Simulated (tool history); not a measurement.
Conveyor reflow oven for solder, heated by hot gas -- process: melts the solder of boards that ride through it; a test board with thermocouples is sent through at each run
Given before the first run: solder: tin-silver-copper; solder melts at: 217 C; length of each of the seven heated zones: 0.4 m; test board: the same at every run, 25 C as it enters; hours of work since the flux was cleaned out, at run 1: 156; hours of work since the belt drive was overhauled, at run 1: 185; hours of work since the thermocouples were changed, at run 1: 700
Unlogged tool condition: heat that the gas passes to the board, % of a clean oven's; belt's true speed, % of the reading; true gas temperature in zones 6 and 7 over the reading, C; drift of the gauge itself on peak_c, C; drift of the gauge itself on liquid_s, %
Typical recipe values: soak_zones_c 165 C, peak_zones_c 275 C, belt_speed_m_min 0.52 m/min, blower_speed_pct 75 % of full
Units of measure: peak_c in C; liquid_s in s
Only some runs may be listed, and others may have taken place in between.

run,hour,soak_zones_c,peak_zones_c,belt_speed_m_min,blower_speed_pct,hours of work since the flux was cleaned out,hours of work since the belt drive was overhauled,hours of work since the thermocouples were changed,peak_c,liquid_s
1,0,165,275,0.52,75,156,185,700,259.7,71.8
# hour 8.8: flux residue cleaned out of gas plates and filters
2,12.2,165,275,0.52,75,3,190,706,259.5,72
3,17.5,150,275,0.52,75,7,195,710,257.3,65.1
4,23,150,275,0.52,75,11,199,715,257.1,65.7
5,29.1,150,275,0.52,75,16,204,720,257.6,65.7
6,37.7,165,265,0.52,75,23,211,726,250.8,65.1
7,47,165,275,0.52,75,31,218,734,259.5,72
8,54.1,173,275,0.52,75,36,224,740,260.9,75.8
9,58.2,155,275,0.52,75,39,227,743,258.4,67.5
10,62.8,165,281,0.52,75,43,231,747,265.2,75.6
11,68.1,165,281,0.52,75,47,235,751,265.1,75.8
12,76,160,281,0.52,75,54,241,757,264.2,72.9
13,82.8,160,281,0.52,75,59,247,763,264.6,73.3
14,91.8,160,281,0.52,75,66,254,770,264.4,73.3
15,100.4,165,275,0.476,75,73,261,777,262.3,81.5
16,109.1,165,275,0.476,75,80,268,783,262.3,80.8
17,115.4,172,271,0.476,71,85,273,789,258.6,81.7
18,119.3,172,275,0.529,84,88,276,792,262.8,75.7
19,126.7,150,275,0.492,53,94,282,797,251,61.8
20,132.3,172,288,0.596,68,99,286,802,264.8,67.1
21,136.3,172,288,0.596,68,102,290,805,265,67.1
22,142.6,165,275,0.603,75,107,295,810,254.4,56.9
23,151.9,162,276,0.576,55,114,302,818,248.2,51.6
24,157.7,165,263,0.589,75,119,307,822,244.9,50.9
25,163.5,165,275,0.543,55,124,311,827,250.7,60.3
26,171.2,168,275,0.477,84,130,317,833,264.5,84.6
27,180.2,168,275,0.477,84,137,325,840,264.7,84.4
28,184.6,158,275,0.527,75,140,328,844,258.3,67.2
29,192.2,165,275,0.52,75,146,334,850,259.5,71.1

Branching from run 29: 4 alternative next runs. What would each branch give?
A,201.4,165,275,0.613,50,154,342,857,?,?
B,201.4,163,275,0.494,84,154,342,857,?,?
C,201.4,165,274,0.52,72,154,342,857,?,?
D,201.4,168,275,0.509,52,154,342,857,?,?

run,peak_c,liquid_s
A,242.8,42.9
B,263.2,77.7
C,258.4,70.7
D,252.8,67.9
What these runs would have given with no unlogged condition in the tool:
run,peak_c,liquid_s
A,242.9,42.9
B,263.2,77.7
C,258.5,70.8
D,252.9,67.9
